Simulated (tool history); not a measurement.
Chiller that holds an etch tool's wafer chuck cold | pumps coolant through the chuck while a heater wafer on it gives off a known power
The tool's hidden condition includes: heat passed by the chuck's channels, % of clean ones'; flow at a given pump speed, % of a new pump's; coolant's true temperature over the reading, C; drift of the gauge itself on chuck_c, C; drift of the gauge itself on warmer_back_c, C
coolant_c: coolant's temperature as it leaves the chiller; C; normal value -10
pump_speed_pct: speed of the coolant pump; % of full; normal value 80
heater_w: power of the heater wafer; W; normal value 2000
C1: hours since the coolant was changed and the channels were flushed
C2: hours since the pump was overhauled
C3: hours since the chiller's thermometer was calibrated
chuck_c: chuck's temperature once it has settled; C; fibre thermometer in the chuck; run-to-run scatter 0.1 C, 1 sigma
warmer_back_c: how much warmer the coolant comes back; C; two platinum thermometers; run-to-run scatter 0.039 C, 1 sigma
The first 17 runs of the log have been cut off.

run 18 hour=2166.4 | coolant_c=-11 pump_speed_pct=88 heater_w=1771 | C1=3723 C2=386 C3=1678 | chuck_c=5.9 warmer_back_c=6.78
run 19 hour=2241.1 | coolant_c=-11 pump_speed_pct=88 heater_w=1771 | C1=3798 C2=461 C3=1752 | chuck_c=6.2 warmer_back_c=6.86
run 20 hour=2345.9 | coolant_c=-10 pump_speed_pct=65 heater_w=2451 | C1=3903 C2=566 C3=1857 | chuck_c=18.8 warmer_back_c=13.42
run 21 hour=2495.8 | coolant_c=-17 pump_speed_pct=70 heater_w=2710 | C1=4053 C2=716 C3=2007 | chuck_c=13.5 warmer_back_c=13.71
-- hour=2538.7 chiller's thermometer calibrated
run 22 hour=2607.8 | coolant_c=-18 pump_speed_pct=63 heater_w=2710 | C1=4164 C2=827 C3=69 | chuck_c=15.2 warmer_back_c=15.48
run 23 hour=2774.8 | coolant_c=-18 pump_speed_pct=63 heater_w=2710 | C1=4331 C2=994 C3=236 | chuck_c=15.3 warmer_back_c=15.48
run 24 hour=2955 | coolant_c=-18 pump_speed_pct=68 heater_w=2113 | C1=4511 C2=1174 C3=416 | chuck_c=6.8 warmer_back_c=11.19
run 25 hour=3058.6 | coolant_c=-18 pump_speed_pct=81 heater_w=2000 | C1=4615 C2=1278 C3=520 | chuck_c=2.8 warmer_back_c=8.71
run 26 hour=3172.5 | coolant_c=-3 pump_speed_pct=94 heater_w=1674 | C1=4728 C2=1392 C3=634 | chuck_c=13.1 warmer_back_c=6.06
run 27 hour=3346.7 | coolant_c=-3 pump_speed_pct=94 heater_w=1674 | C1=4903 C2=1566 C3=808 | chuck_c=13 warmer_back_c=6.18
run 28 hour=3470.9 | coolant_c=-10 pump_speed_pct=90 heater_w=2729 | C1=5027 C2=1690 C3=932 | chuck_c=17.3 warmer_back_c=10.51
run 29 hour=3571.8 | coolant_c=-3 pump_speed_pct=90 heater_w=2729 | C1=5128 C2=1791 C3=1033 | chuck_c=24.6 warmer_back_c=10.62
run 30 hour=3683.2 | coolant_c=-3 pump_speed_pct=90 heater_w=2729 | C1=5239 C2=1902 C3=1144 | chuck_c=24.5 warmer_back_c=10.67
-- hour=3713.6 coolant changed, channels flushed
run 31 hour=3847.3 | coolant_c=-3 pump_speed_pct=90 heater_w=2729 | C1=134 C2=2060 C3=1303 | chuck_c=21.6 warmer_back_c=10.67

Branching from run 31: 5 alternative next runs. What would each branch give?
run A hour=3992.9 | coolant_c=-8 pump_speed_pct=90 heater_w=1579 | C1=279 C2=2206 C3=1448 | chuck_c=? warmer_back_c=?
run B hour=3992.9 | coolant_c=-6 pump_speed_pct=61 heater_w=1079 | C1=279 C2=2206 C3=1448 | chuck_c=? warmer_back_c=?
run C hour=3992.9 | coolant_c=-7 pump_speed_pct=64 heater_w=2000 | C1=279 C2=2206 C3=1448 | chuck_c=? warmer_back_c=?
run D hour=3992.9 | coolant_c=-14 pump_speed_pct=69 heater_w=1015 | C1=279 C2=2206 C3=1448 | chuck_c=? warmer_back_c=?
run E hour=3992.9 | coolant_c=-10 pump_speed_pct=84 heater_w=2293 | C1=279 C2=2206 C3=1448 | chuck_c=? warmer_back_c=?

run=A chuck_c=6.2 warmer_back_c=6.19
run=B chuck_c=6.5 warmer_back_c=6.64
run=C chuck_c=15.7 warmer_back_c=11.53
run=D chuck_c=-2.9 warmer_back_c=5.42
run=E chuck_c=11.7 warmer_back_c=9.68
The same runs, with their run-to-run variation unchanged, on a tool lacking any hidden condition would have given:
run=A chuck_c=5.8 warmer_back_c=5.83
run=B chuck_c=6.2 warmer_back_c=6.25
run=C chuck_c=14.9 warmer_back_c=10.86
run=D chuck_c=-3.2 warmer_back_c=5.1
run=E chuck_c=11 warmer_back_c=9.12
